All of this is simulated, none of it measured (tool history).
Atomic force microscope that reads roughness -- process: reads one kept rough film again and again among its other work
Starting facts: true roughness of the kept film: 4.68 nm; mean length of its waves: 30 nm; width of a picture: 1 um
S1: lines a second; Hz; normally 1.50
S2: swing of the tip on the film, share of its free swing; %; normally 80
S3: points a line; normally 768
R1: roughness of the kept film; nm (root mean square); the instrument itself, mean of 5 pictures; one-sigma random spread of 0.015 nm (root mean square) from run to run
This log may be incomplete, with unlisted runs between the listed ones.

run     day    S1  S2   S3     R1
  1   0.000  1.50  80  768  3.371
  2   3.112  1.50  80  318  2.918
  3   4.588  1.50  80  318  2.732
  4   6.142  1.50  80  318  2.611
      7.592  -- new tip fitted
  5   8.121  1.50  80  318  3.356
  6  10.888  0.52  80  768  3.315
  7  13.438  0.52  80  768  3.020
  8  15.362  1.50  80  282  2.551
     15.883  -- new tip fitted
  9  18.050  1.50  80  768  3.178
 10  20.833  1.50  80  768  2.831
 11  24.058  1.50  77  313  2.524
     24.275  -- new tip fitted
     24.317  -- height scale calibrated on a step standard
 12  26.871  0.76  84  313  3.318
 13  28.850  0.76  84  313  3.017
 14  30.679  1.50  75  768  2.804
     32.546  -- new tip fitted
 15  33.746  0.97  75  768  3.484
 16  35.846  2.45  75  768  2.896
 17  39.138  2.45  75  768  2.545
     40.846  -- new tip fitted
 18  41.308  2.45  81  768  3.070
     42.950  -- height scale calibrated on a step standard, once more
 19  43.854  2.45  81  768  2.829

Alternative continuations, all from the tool just after run 19; predict every row:
  A  46.217  2.45  81  494   ?
  B  46.217  3.52  81  768   ?
  C  46.217  1.50  80  624   ?
  D  46.217  2.52  64  463   ?
  E  46.217  2.45  66  585   ?

run     R1
  A  2.566
  B  2.376
  C  2.805
  D  2.926
  E  2.928
Without the tool's hidden state the same runs would have given:
run     R1
  A  3.238
  B  2.997
  C  3.537
  D  3.691
  E  3.693
